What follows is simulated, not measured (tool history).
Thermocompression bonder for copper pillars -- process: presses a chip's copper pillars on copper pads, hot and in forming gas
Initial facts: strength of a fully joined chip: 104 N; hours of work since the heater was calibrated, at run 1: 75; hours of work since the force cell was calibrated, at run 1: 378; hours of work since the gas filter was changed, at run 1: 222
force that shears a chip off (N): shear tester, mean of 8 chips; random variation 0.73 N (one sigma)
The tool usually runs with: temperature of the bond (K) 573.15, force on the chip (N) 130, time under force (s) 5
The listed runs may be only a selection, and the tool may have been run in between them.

| run | hour | temperature of the bond (K) | force on the chip (N) | time under force (s) | hours of work since the heater was calibrated | hours of work since the force cell was calibrated | hours of work since the gas filter was changed | force that shears a chip off (N) |
|---|---|---|---|---|---|---|---|---|
| 1 | 0 | 573.15 | 130 | 5 | 75 | 378 | 222 | 68.1 |
| 2 | 15.9 | 573.15 | 130 | 5 | 88 | 390 | 235 | 67.2 |
| 3 | 26.9 | 573.15 | 130 | 3 | 96 | 399 | 244 | 57.1 |
| 4 | 52.9 | 573.15 | 130 | 3 | 117 | 420 | 264 | 57 |
|  | 55.1 | forming gas filter changed |
| 5 | 74.8 | 573.15 | 130 | 3 | 134 | 436 | 15 | 57.2 |
| 6 | 86.1 | 573.15 | 130 | 3 | 143 | 445 | 24 | 56.3 |
| 7 | 111.2 | 573.15 | 130 | 3 | 162 | 465 | 44 | 57 |
| 8 | 123.5 | 573.15 | 130 | 5 | 172 | 475 | 54 | 68.2 |
| 9 | 146.6 | 573.15 | 124 | 5 | 190 | 493 | 72 | 65.1 |
| 10 | 170.9 | 573.15 | 124 | 5 | 209 | 512 | 91 | 64.7 |
| 11 | 196.6 | 575.15 | 130 | 5 | 230 | 533 | 112 | 68.4 |
| 12 | 208.4 | 575.15 | 130 | 5 | 239 | 542 | 121 | 68.1 |
| 13 | 225.5 | 575.15 | 147 | 9 | 252 | 555 | 134 | 84.7 |
| 14 | 243.4 | 575.15 | 147 | 14 | 267 | 569 | 148 | 90.7 |
| 15 | 257.7 | 557.15 | 147 | 13 | 278 | 581 | 160 | 77.8 |
| 16 | 281.9 | 563.15 | 79 | 4 | 297 | 600 | 179 | 35.5 |
| 17 | 296.1 | 547.15 | 92 | 11 | 308 | 611 | 190 | 46.5 |
| 18 | 321.6 | 547.15 | 119 | 3 | 328 | 631 | 210 | 35.8 |
| 19 | 340.6 | 547.15 | 119 | 3 | 343 | 646 | 225 | 35.5 |

What differs in the tool's unlogged condition from the final listed run ahead of each entry between runs to the first listed run following it?
Runs 4 to 5: forming gas filter changed (hour 55.1)
  oxide that the forming gas leaves, % of the face: 0.76 -> 0.52
